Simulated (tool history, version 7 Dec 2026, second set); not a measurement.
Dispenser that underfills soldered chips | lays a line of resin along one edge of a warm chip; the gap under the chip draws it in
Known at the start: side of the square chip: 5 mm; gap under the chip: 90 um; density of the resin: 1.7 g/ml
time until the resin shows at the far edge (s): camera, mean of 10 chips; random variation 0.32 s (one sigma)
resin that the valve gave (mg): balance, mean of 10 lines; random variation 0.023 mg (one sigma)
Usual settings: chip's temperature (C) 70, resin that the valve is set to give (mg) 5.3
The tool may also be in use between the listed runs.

run,day,chip's temperature (C),resin that the valve is set to give (mg),time until the resin shows at the far edge (s),resin that the valve gave (mg)
1,0,70,5.3,13.5,5.19
# day 0.35: new syringe of resin
2,0.45,70,5.3,11.1,5.18
3,0.888,70,5.3,14,5.15
# day 1.083: new syringe of resin
4,1.35,70,4.92,12.5,4.78
5,1.783,70,4.92,16.5,4.78
# day 1.846: new syringe of resin
6,2.392,70,4.92,15.1,4.73
# day 2.571: dispensing valve cleaned and set on the balance
# day 2.629: new syringe of resin
7,2.9,70,4.92,13.1,4.92
# day 3.383: new syringe of resin
8,3.479,70,4.95,11.7,4.96
9,3.775,70,4.95,13.9,4.95
# day 4.15: new syringe of resin
10,4.292,70,4.75,11.5,4.71
11,4.725,70,4.75,15.2,4.69
# day 4.921: new syringe of resin
12,5.158,70,4.75,12.1,4.69
13,5.483,70,5.3,14.2,5.21
# day 5.692: new syringe of resin
14,5.8,70,6.32,10.7,6.21
15,6.338,70,6.32,14.5,6.19
# day 6.433: new syringe of resin
16,6.804,68,5.3,14.4,5.17
# day 6.996: dispensing valve cleaned and set on the balance
# day 7.221: new syringe of resin
17,7.312,68,5.3,12.7,5.32
18,7.562,70,5.3,13.1,5.29
19,7.933,70,5.98,14.7,5.93
# day 7.992: new syringe of resin
20,8.396,70,5.98,12.6,5.94
# day 8.729: new syringe of resin
21,8.746,73,5.31,9.1,5.26
22,9.129,71,5.19,12.8,5.11
# day 9.471: new syringe of resin
23,9.517,61,6.71,17.1,6.6
24,9.883,60,6.12,22.9,5.98
# day 10.225: new syringe of resin
25,10.388,73,6.25,9.5,6.14
26,10.75,78,4.56,9.1,4.49
# day 10.988: new syringe of resin
27,11.088,71,4.56,10.6,4.48
# day 11.454: dispensing valve cleaned and set on the balance
28,11.658,71,4.55,14.8,4.56
# day 11.771: new syringe of resin
29,12.162,70,5.28,12.3,5.25
# day 12.529: new syringe of resin
30,12.679,81,5.76,6.4,5.7
31,12.962,80,4.63,8.7,4.6
# day 13.3: new syringe of resin
32,13.5,77,6.59,7.7,6.48
33,13.879,70,4.52,14.9,4.42
# day 14.033: new syringe of resin
34,14.242,61,6.42,18.9,6.27
35,14.617,57,6.66,27.2,6.47

Forecast each of these 4 alternatives for the next run:
# day 14.788: new syringe of resin
A,15.217,68,4.54,?,?
# day 14.788: new syringe of resin
B,15.217,72,6.23,?,?
# day 14.788: new syringe of resin
C,15.217,60,6.13,?,?
# day 14.788: new syringe of resin
D,15.217,83,6.66,?,?

run,time until the resin shows at the far edge (s),resin that the valve gave (mg)
A,15.7,4.4
B,12,6.03
C,21,5.94
D,7.1,6.45
Without the tool's hidden state the same runs would have given:
run,time until the resin shows at the far edge (s),resin that the valve gave (mg)
A,12.9,4.53
B,10,6.22
C,17.4,6.12
D,5.9,6.65

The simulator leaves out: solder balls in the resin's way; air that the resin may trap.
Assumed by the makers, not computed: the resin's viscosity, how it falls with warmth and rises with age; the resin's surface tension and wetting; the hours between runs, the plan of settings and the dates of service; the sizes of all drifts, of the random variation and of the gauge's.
